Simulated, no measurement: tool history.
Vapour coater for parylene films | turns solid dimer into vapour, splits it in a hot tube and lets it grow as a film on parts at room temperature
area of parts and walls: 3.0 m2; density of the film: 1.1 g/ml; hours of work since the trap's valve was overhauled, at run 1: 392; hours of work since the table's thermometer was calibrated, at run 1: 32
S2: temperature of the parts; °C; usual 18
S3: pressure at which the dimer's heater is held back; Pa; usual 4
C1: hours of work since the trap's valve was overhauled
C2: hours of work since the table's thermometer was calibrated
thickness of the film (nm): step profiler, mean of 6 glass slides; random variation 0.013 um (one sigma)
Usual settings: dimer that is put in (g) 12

run 1 hour=0 | dimer_that_is_put_in_(g)=12 S2=18 S3=4 | C1=392 C2=32 | thickness_of_the_film_(nm)=1590
run 2 hour=10.3 | dimer_that_is_put_in_(g)=12 S2=18 S3=4 | C1=401 C2=40 | thickness_of_the_film_(nm)=1580
run 3 hour=30.6 | dimer_that_is_put_in_(g)=12 S2=26 S3=4 | C1=418 C2=58 | thickness_of_the_film_(nm)=1100
run 4 hour=48.2 | dimer_that_is_put_in_(g)=12 S2=18 S3=4 | C1=433 C2=73 | thickness_of_the_film_(nm)=1570
run 5 hour=57.4 | dimer_that_is_put_in_(g)=12 S2=18 S3=4 | C1=441 C2=81 | thickness_of_the_film_(nm)=1570
run 6 hour=72.6 | dimer_that_is_put_in_(g)=12 S2=18 S3=2.19 | C1=454 C2=94 | thickness_of_the_film_(nm)=1620
run 7 hour=86 | dimer_that_is_put_in_(g)=12 S2=18 S3=2.19 | C1=466 C2=105 | thickness_of_the_film_(nm)=1610
run 8 hour=98.5 | dimer_that_is_put_in_(g)=9 S2=18 S3=4 | C1=476 C2=116 | thickness_of_the_film_(nm)=1170
run 9 hour=111.3 | dimer_that_is_put_in_(g)=9 S2=18 S3=4 | C1=487 C2=127 | thickness_of_the_film_(nm)=1160
run 10 hour=129.8 | dimer_that_is_put_in_(g)=21 S2=18 S3=4 | C1=503 C2=143 | thickness_of_the_film_(nm)=2710
run 11 hour=143.1 | dimer_that_is_put_in_(g)=21 S2=18 S3=4 | C1=514 C2=154 | thickness_of_the_film_(nm)=2680
run 12 hour=162.2 | dimer_that_is_put_in_(g)=21 S2=18 S3=4 | C1=531 C2=171 | thickness_of_the_film_(nm)=2670
run 13 hour=172.3 | dimer_that_is_put_in_(g)=12 S2=18 S3=4 | C1=540 C2=179 | thickness_of_the_film_(nm)=1540
run 14 hour=188 | dimer_that_is_put_in_(g)=12 S2=18 S3=4 | C1=553 C2=193 | thickness_of_the_film_(nm)=1510
run 15 hour=207.8 | dimer_that_is_put_in_(g)=12 S2=18 S3=4 | C1=570 C2=210 | thickness_of_the_film_(nm)=1530
run 16 hour=216.5 | dimer_that_is_put_in_(g)=12 S2=18 S3=4 | C1=577 C2=217 | thickness_of_the_film_(nm)=1540
run 17 hour=230.8 | dimer_that_is_put_in_(g)=12 S2=18 S3=4 | C1=590 C2=229 | thickness_of_the_film_(nm)=1510
run 18 hour=251.3 | dimer_that_is_put_in_(g)=12 S2=29 S3=4 | C1=607 C2=247 | thickness_of_the_film_(nm)=920
run 19 hour=269.8 | dimer_that_is_put_in_(g)=12 S2=29 S3=4 | C1=623 C2=263 | thickness_of_the_film_(nm)=910
run 20 hour=279.5 | dimer_that_is_put_in_(g)=5 S2=18 S3=4 | C1=631 C2=271 | thickness_of_the_film_(nm)=620
-- hour=284.4 trap's valve overhauled
run 21 hour=302.1 | dimer_that_is_put_in_(g)=12 S2=25 S3=4 | C1=15 C2=287 | thickness_of_the_film_(nm)=1220
run 22 hour=315.8 | dimer_that_is_put_in_(g)=12 S2=18 S3=7.74 | C1=27 C2=299 | thickness_of_the_film_(nm)=1630
run 23 hour=336.4 | dimer_that_is_put_in_(g)=12 S2=18 S3=7.74 | C1=45 C2=316 | thickness_of_the_film_(nm)=1600
run 24 hour=353.6 | dimer_that_is_put_in_(g)=12 S2=18 S3=7.74 | C1=59 C2=331 | thickness_of_the_film_(nm)=1590
run 25 hour=366.1 | dimer_that_is_put_in_(g)=12 S2=18 S3=7.74 | C1=70 C2=342 | thickness_of_the_film_(nm)=1620
run 26 hour=385.6 | dimer_that_is_put_in_(g)=22 S2=11 S3=2.77 | C1=87 C2=359 | thickness_of_the_film_(nm)=4240
run 27 hour=399.1 | dimer_that_is_put_in_(g)=12 S2=11 S3=8.57 | C1=98 C2=370 | thickness_of_the_film_(nm)=2200
-- hour=401.4 table's thermometer calibrated
run 28 hour=420.2 | dimer_that_is_put_in_(g)=18 S2=13 S3=4 | C1=115 C2=16 | thickness_of_the_film_(nm)=3060
run 29 hour=438.9 | dimer_that_is_put_in_(g)=18 S2=13 S3=4 | C1=132 C2=32 | thickness_of_the_film_(nm)=3020
run 30 hour=456.7 | dimer_that_is_put_in_(g)=13 S2=11 S3=4 | C1=147 C2=47 | thickness_of_the_film_(nm)=2380
run 31 hour=474.6 | dimer_that_is_put_in_(g)=8 S2=24 S3=3.7 | C1=162 C2=63 | thickness_of_the_film_(nm)=810
run 32 hour=485 | dimer_that_is_put_in_(g)=8 S2=16 S3=4 | C1=171 C2=72 | thickness_of_the_film_(nm)=1170
run 33 hour=498.1 | dimer_that_is_put_in_(g)=11 S2=16 S3=4 | C1=182 C2=83 | thickness_of_the_film_(nm)=1610
-- hour=518.2 table's thermometer calibrated, once more
run 34 hour=518.3 | dimer_that_is_put_in_(g)=14 S2=15 S3=4.55 | C1=199 C2=0 | thickness_of_the_film_(nm)=2210
run 35 hour=531.3 | dimer_that_is_put_in_(g)=7 S2=14 S3=10.63 | C1=210 C2=11 | thickness_of_the_film_(nm)=1110
run 36 hour=552.1 | dimer_that_is_put_in_(g)=7 S2=14 S3=10.63 | C1=228 C2=29 | thickness_of_the_film_(nm)=1100
run 37 hour=566.8 | dimer_that_is_put_in_(g)=16 S2=28 S3=4 | C1=240 C2=42 | thickness_of_the_film_(nm)=1410
run 38 hour=579.5 | dimer_that_is_put_in_(g)=14 S2=18 S3=3.8 | C1=251 C2=53 | thickness_of_the_film_(nm)=1960
run 39 hour=595.8 | dimer_that_is_put_in_(g)=14 S2=18 S3=3.8 | C1=265 C2=66 | thickness_of_the_film_(nm)=1920
run 40 hour=612.9 | dimer_that_is_put_in_(g)=14 S2=18 S3=3.8 | C1=280 C2=81 | thickness_of_the_film_(nm)=1920
run 41 hour=624.9 | dimer_that_is_put_in_(g)=11 S2=18 S3=3.73 | C1=290 C2=91 | thickness_of_the_film_(nm)=1490
run 42 hour=636 | dimer_that_is_put_in_(g)=12 S2=23 S3=6.45 | C1=300 C2=101 | thickness_of_the_film_(nm)=1260
run 43 hour=655.3 | dimer_that_is_put_in_(g)=12 S2=11 S3=7.42 | C1=316 C2=117 | thickness_of_the_film_(nm)=2150
run 44 hour=665 | dimer_that_is_put_in_(g)=7 S2=18 S3=4.6 | C1=324 C2=126 | thickness_of_the_film_(nm)=950
run 45 hour=675.7 | dimer_that_is_put_in_(g)=19 S2=14 S3=7.89 | C1=334 C2=135 | thickness_of_the_film_(nm)=2980
run 46 hour=685.1 | dimer_that_is_put_in_(g)=19 S2=14 S3=7.89 | C1=342 C2=143 | thickness_of_the_film_(nm)=2930
run 47 hour=703.5 | dimer_that_is_put_in_(g)=20 S2=15 S3=3.7 | C1=357 C2=159 | thickness_of_the_film_(nm)=3080
run 48 hour=719.7 | dimer_that_is_put_in_(g)=6 S2=27 S3=4 | C1=371 C2=173 | thickness_of_the_film_(nm)=540

Forecast each of these 3 alternatives for the next run:
run A hour=733.3 | dimer_that_is_put_in_(g)=16 S2=27 S3=2.96 | C1=383 C2=184 | thickness_of_the_film_(nm)=?
run B hour=733.3 | dimer_that_is_put_in_(g)=6 S2=16 S3=4 | C1=383 C2=184 | thickness_of_the_film_(nm)=?
run C hour=733.3 | dimer_that_is_put_in_(g)=6 S2=16 S3=4 | C1=383 C2=184 | thickness_of_the_film_(nm)=?

run=A thickness_of_the_film_(nm)=1440
run=B thickness_of_the_film_(nm)=890
run=C thickness_of_the_film_(nm)=860
Without the tool's hidden state the same runs would have given:
run=A thickness_of_the_film_(nm)=1570
run=B thickness_of_the_film_(nm)=960
run=C thickness_of_the_film_(nm)=930
